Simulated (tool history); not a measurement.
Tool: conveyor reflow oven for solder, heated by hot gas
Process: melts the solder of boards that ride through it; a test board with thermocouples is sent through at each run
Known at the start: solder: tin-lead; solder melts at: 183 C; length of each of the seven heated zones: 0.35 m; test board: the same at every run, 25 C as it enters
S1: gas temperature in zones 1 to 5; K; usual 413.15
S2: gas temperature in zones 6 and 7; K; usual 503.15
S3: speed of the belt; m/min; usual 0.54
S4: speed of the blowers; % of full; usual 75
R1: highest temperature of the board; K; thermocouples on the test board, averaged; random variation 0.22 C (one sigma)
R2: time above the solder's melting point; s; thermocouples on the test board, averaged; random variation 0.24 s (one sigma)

run	hour	S1	S2	S3	S4	R1	R2
1	0	413.15	503.15	0.54	75	484.15	53.5
2	6.8	413.15	503.15	0.54	75	484.05	53.4
3	16.4	413.15	503.15	0.54	75	484.05	53.6
4	22.3	413.15	503.15	0.54	75	484.55	53.4
5	32.1	413.15	503.15	0.54	75	484.15	53.3
6	39.4	413.15	503.15	0.54	75	483.85	53.6
7	49.1	413.15	514.15	0.54	75	492.75	61.2
8	57.9	413.15	495.15	0.54	74	477.05	45.4
9	67.4	406.15	518.15	0.494	62	496.25	66.3
10	75.8	406.15	518.15	0.494	62	495.95	66.6
11	83.2	422.15	496.15	0.465	75	485.65	70.6
12	93	413.15	503.15	0.595	75	483.15	47.1

Taken out of this log: 1 entry between the listed runs. Where each belongs, and how the hidden state differs across it:
Between runs 8 and 9: flux residue cleaned out of gas plates and filters (hour 63.4)
  heat that the gas passes to the board, % of a clean oven's: 91.5 -> 99.6; belt's true speed, % of the reading: 98.72 -> 98.71; true gas temperature in zones 6 and 7 over the reading, C: 0.4 -> 0.41
  measured less the result without the state, R1: -1.6 -> +0.7 K; R2: -2 -> +1.5 s
